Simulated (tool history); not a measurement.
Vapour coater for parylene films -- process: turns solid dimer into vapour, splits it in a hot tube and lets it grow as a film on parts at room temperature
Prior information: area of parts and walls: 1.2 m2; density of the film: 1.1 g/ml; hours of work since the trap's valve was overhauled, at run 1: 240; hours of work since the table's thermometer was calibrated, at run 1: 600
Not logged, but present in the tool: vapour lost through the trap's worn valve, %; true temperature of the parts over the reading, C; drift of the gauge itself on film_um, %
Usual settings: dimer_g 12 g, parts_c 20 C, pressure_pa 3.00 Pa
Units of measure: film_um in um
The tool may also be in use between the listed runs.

run	hour	dimer_g	parts_c	pressure_pa	hours of work since the trap's valve was overhauled	hours of work since the table's thermometer was calibrated	film_um
1	0.0	12	20	3.00	240	600	5.11
# hour 12.3: trap's valve overhauled
2	23.6	12	20	4.44	9	615	4.78
3	35.1	12	20	4.44	18	624	4.79
4	46.1	12	20	3.00	26	633	5.17
5	61.0	12	20	3.00	37	644	5.14
6	85.2	12	20	3.00	56	663	5.14
7	101.4	12	20	3.00	68	675	5.12
8	117.7	12	16	3.00	81	688	6.01
9	137.4	12	16	3.00	96	703	6.02
10	148.0	12	16	3.00	104	711	6.00
11	171.1	12	16	3.00	122	729	6.01
12	187.9	12	29	3.00	135	741	3.65
13	208.5	12	29	3.00	151	757	3.65
14	220.8	12	29	3.00	160	767	3.65
15	234.2	12	20	3.00	170	777	5.16
16	245.7	12	20	3.00	179	786	5.18
17	263.7	12	15	3.00	193	800	6.25
18	276.6	12	20	10.14	203	810	4.10
19	295.8	14	14	10.14	218	824	6.08
20	316.0	14	18	10.14	233	840	5.21
21	327.5	7	14	8.80	242	849	3.11
# hour 337.4: trap's valve overhauled
22	351.0	8	19	9.03	10	864	2.91
23	361.3	6	19	9.07	18	872	2.18
24	386.4	6	12	9.07	38	891	2.88
25	409.6	6	32	9.07	55	909	1.33
26	421.3	6	32	5.65	64	918	1.44
27	445.9	7	29	2.26	83	937	2.25
28	461.8	7	29	2.26	96	949	2.25
29	474.1	7	29	2.26	105	958	2.24
30	488.3	7	29	2.26	116	969	2.24
31	505.8	22	20	2.21	129	983	10.00
32	517.5	12	13	11.32	138	992	5.30
33	537.9	6	13	7.02	154	1007	2.91
34	548.9	13	17	5.55	162	1016	5.59
35	569.8	14	30	2.26	178	1032	4.26
36	590.3	14	30	2.26	194	1048	4.31

Forecast each of these 5 alternatives for the next run:
A	603.6	12	20	7.32	204	1058	?
B	603.6	5	16	7.71	204	1058	?
C	603.6	22	14	2.27	204	1058	?
D	603.6	6	14	2.72	204	1058	?
E	603.6	8	14	3.71	204	1058	?

run	film_um
A	4.36
B	2.11
C	12.49
D	3.28
E	4.15
Take away the tool's hidden state, keep each run's random variation, and the runs would have read:
run	film_um
A	4.37
B	2.12
C	12.52
D	3.29
E	4.16
